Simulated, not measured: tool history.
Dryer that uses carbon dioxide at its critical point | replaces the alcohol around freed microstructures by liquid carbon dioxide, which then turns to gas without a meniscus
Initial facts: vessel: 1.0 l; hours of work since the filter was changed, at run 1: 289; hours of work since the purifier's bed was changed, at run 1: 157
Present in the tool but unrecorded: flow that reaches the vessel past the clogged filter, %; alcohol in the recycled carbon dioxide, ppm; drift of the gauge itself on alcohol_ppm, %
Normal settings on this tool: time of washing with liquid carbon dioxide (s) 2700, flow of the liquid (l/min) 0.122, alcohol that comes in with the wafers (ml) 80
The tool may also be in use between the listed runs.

run    day  time of washing with liquid carbon dioxide (s)  flow of the liquid (l/min)  alcohol that comes in with the wafers (ml)  hours of work since the filter was changed  hours of work since the purifier's bed was changed  alcohol left in the vessel before it's heated (ppm by volume)
  1  0.000                                            2700                       0.122                                          80                                         289                                                 157                                                           3000
  2  0.262                                            2700                       0.122                                          80                                         294                                                 161                                                           3136
     0.567  -- inlet filter changed
  3  0.771                                            2700                       0.122                                          80                                           3                                                 169                                                           1727
  4  1.292                                            2700                       0.122                                          80                                          12                                                 178                                                           1738
  5  1.583                                            2700                       0.122                                          80                                          17                                                 183                                                           1752
  6  1.904                                            2700                       0.122                                          80                                          22                                                 188                                                           1797
  7  2.346                                            2700                       0.122                                         115                                          30                                                 196                                                           2562
  8  2.812                                            2700                       0.122                                         115                                          38                                                 203                                                           2684

Run 9, settings as shown, results not yet in. Your forecast:
  9  3.138                                            2700                       0.122                                         115                                          43                                                 209                                                              ?

alcohol left in the vessel before it's heated (ppm by volume): 2641
Take away the tool's hidden state, keep the run-to-run variation as it was, and the same run would have given alcohol left in the vessel before it's heated (ppm by volume) 2347.
